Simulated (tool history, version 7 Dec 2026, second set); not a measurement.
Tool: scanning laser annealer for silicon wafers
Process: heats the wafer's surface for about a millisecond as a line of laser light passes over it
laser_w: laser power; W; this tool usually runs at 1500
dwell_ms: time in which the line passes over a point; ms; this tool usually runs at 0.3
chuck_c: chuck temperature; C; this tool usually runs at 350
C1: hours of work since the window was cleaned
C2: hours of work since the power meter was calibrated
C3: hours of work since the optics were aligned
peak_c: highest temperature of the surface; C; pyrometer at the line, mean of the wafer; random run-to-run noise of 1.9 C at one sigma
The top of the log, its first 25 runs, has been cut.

{"run": 26, "hour": 370.4, "laser_w": 1568, "dwell_ms": 0.378, "chuck_c": 360, "C1": 56, "C2": 490, "C3": 1137, "peak_c": 1300}
{"run": 27, "hour": 390.7, "laser_w": 1641, "dwell_ms": 0.214, "chuck_c": 320, "C1": 71, "C2": 505, "C3": 1152, "peak_c": 1027}
{"run": 28, "hour": 410.4, "laser_w": 1328, "dwell_ms": 0.266, "chuck_c": 320, "C1": 86, "C2": 520, "C3": 1166, "peak_c": 958}
{"run": 29, "hour": 426.6, "laser_w": 1474, "dwell_ms": 0.339, "chuck_c": 352, "C1": 98, "C2": 532, "C3": 1178, "peak_c": 1179}
{"run": 30, "hour": 441.4, "laser_w": 1396, "dwell_ms": 0.313, "chuck_c": 348, "C1": 109, "C2": 543, "C3": 1189, "peak_c": 1092}
{"run": 31, "hour": 454.9, "laser_w": 1500, "dwell_ms": 0.305, "chuck_c": 328, "C1": 118, "C2": 553, "C3": 1199, "peak_c": 1117}
{"run": 32, "hour": 468.4, "laser_w": 1500, "dwell_ms": 0.305, "chuck_c": 328, "C1": 129, "C2": 563, "C3": 1209, "peak_c": 1117}
{"run": 33, "hour": 483.0, "laser_w": 1500, "dwell_ms": 0.305, "chuck_c": 328, "C1": 139, "C2": 574, "C3": 1220, "peak_c": 1117}
{"run": 34, "hour": 494.0, "laser_w": 1305, "dwell_ms": 0.3, "chuck_c": 335, "C1": 148, "C2": 582, "C3": 1228, "peak_c": 1014}
{"run": 35, "hour": 504.3, "laser_w": 1331, "dwell_ms": 0.263, "chuck_c": 350, "C1": 155, "C2": 589, "C3": 1236, "peak_c": 989}
{"run": 36, "hour": 519.4, "laser_w": 1420, "dwell_ms": 0.212, "chuck_c": 350, "C1": 166, "C2": 601, "C3": 1247, "peak_c": 956}
{"run": 37, "hour": 533.9, "laser_w": 1420, "dwell_ms": 0.212, "chuck_c": 350, "C1": 177, "C2": 611, "C3": 1258, "peak_c": 954}
{"run": 38, "hour": 549.1, "laser_w": 1625, "dwell_ms": 0.349, "chuck_c": 350, "C1": 188, "C2": 623, "C3": 1269, "peak_c": 1281}
{"run": 39, "hour": 565.3, "laser_w": 1625, "dwell_ms": 0.349, "chuck_c": 350, "C1": 200, "C2": 635, "C3": 1281, "peak_c": 1276}
{"run": 40, "hour": 579.4, "laser_w": 1538, "dwell_ms": 0.3, "chuck_c": 377, "C1": 211, "C2": 645, "C3": 1292, "peak_c": 1182}

4 ways to go on from here, each from the tool as it stands after run 40. What would each give?
{"run": "A", "hour": 591.2, "laser_w": 1584, "dwell_ms": 0.3, "chuck_c": 350, "C1": 220, "C2": 654, "C3": 1300, "peak_c": "?"}
{"run": "B", "hour": 591.2, "laser_w": 1568, "dwell_ms": 0.312, "chuck_c": 388, "C1": 220, "C2": 654, "C3": 1300, "peak_c": "?"}
{"run": "C", "hour": 591.2, "laser_w": 1500, "dwell_ms": 0.334, "chuck_c": 350, "C1": 220, "C2": 654, "C3": 1300, "peak_c": "?"}
{"run": "D", "hour": 591.2, "laser_w": 1500, "dwell_ms": 0.32, "chuck_c": 381, "C1": 220, "C2": 654, "C3": 1300, "peak_c": "?"}

run=A peak_c=1178
run=B peak_c=1224
run=C peak_c=1182
run=D peak_c=1191
Had the tool no hidden state, the same runs would have come out as:
run=A peak_c=1179
run=B peak_c=1224
run=C peak_c=1183
run=D peak_c=1191
